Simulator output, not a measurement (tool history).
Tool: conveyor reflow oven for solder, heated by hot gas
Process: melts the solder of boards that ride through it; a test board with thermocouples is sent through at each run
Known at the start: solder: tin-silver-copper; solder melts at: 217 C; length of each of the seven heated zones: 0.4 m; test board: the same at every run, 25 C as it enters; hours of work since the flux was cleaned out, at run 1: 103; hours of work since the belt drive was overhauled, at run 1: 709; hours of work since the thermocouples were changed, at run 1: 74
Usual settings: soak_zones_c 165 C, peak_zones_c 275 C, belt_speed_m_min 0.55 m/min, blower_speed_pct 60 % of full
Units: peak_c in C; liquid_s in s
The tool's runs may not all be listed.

run,day,soak_zones_c,peak_zones_c,belt_speed_m_min,blower_speed_pct,hours of work since the flux was cleaned out,hours of work since the belt drive was overhauled,hours of work since the thermocouples were changed,peak_c,liquid_s
1,0,165,275,0.55,60,103,709,74,250.6,59.9
2,2.004,165,275,0.55,60,136,742,107,250.6,60.1
3,4.033,165,275,0.55,60,170,776,141,250.5,60.2
4,5.458,165,275,0.55,60,193,799,164,250.2,59.2
5,7.233,153,275,0.55,60,222,828,194,247.8,52.6
# day 7.821: flux residue cleaned out of gas plates and filters
6,8.75,153,275,0.55,60,15,850,215,249.2,54.6
7,10.05,153,275,0.55,60,37,871,237,249,54
8,11.692,153,275,0.55,60,64,899,264,248.6,53.1
9,13.204,153,275,0.55,60,89,923,289,248.4,54.4
10,14.917,153,275,0.591,60,117,952,317,245.4,45.6
11,17.071,165,275,0.55,60,153,987,352,250.3,60.7
12,18.217,165,275,0.55,86,172,1006,371,258.8,69.7
13,20.117,165,268,0.55,62,203,1037,403,246,56
14,21.4,160,290,0.545,69,224,1059,424,266.5,71.5
# day 21.771: flux residue cleaned out of gas plates and filters
15,23.096,163,275,0.605,71,22,1083,448,251.4,54.9
16,24.246,179,270,0.567,60,41,1102,467,249.2,62.3
17,25.946,179,270,0.567,60,69,1130,495,249.3,62
18,27.133,179,270,0.567,60,88,1150,515,248.4,62.5
19,29.246,159,284,0.615,72,123,1185,550,257,57.3
20,31.246,159,284,0.615,72,156,1218,583,256.3,57.3
21,32.45,159,284,0.615,72,176,1237,603,256.9,56
22,33.704,160,275,0.584,60,197,1258,623,246.3,50.8
23,34.933,169,288,0.626,60,217,1278,644,255.6,56.6

Forecast each of these 5 alternatives for the next run:
# day 35.754: flux residue cleaned out of gas plates and filters
A,37.283,178,283,0.55,80,25,1314,679,?,?
# day 35.754: flux residue cleaned out of gas plates and filters
B,37.283,169,268,0.626,60,25,1314,679,?,?
# day 35.754: flux residue cleaned out of gas plates and filters
C,37.283,169,265,0.626,60,25,1314,679,?,?
# day 35.754: flux residue cleaned out of gas plates and filters
D,37.283,165,288,0.626,75,25,1314,679,?,?
# day 35.754: flux residue cleaned out of gas plates and filters
E,37.283,165,271,0.55,51,25,1314,679,?,?

run,peak_c,liquid_s
A,267.3,78.4
B,240.6,43.4
C,238.8,41.2
D,263.2,62.1
E,243.3,52
Without the tool's hidden state the same runs would have given:
run,peak_c,liquid_s
A,268,76.6
B,240.9,42.4
C,239.1,40.2
D,263.7,60.7
E,243.5,50.6
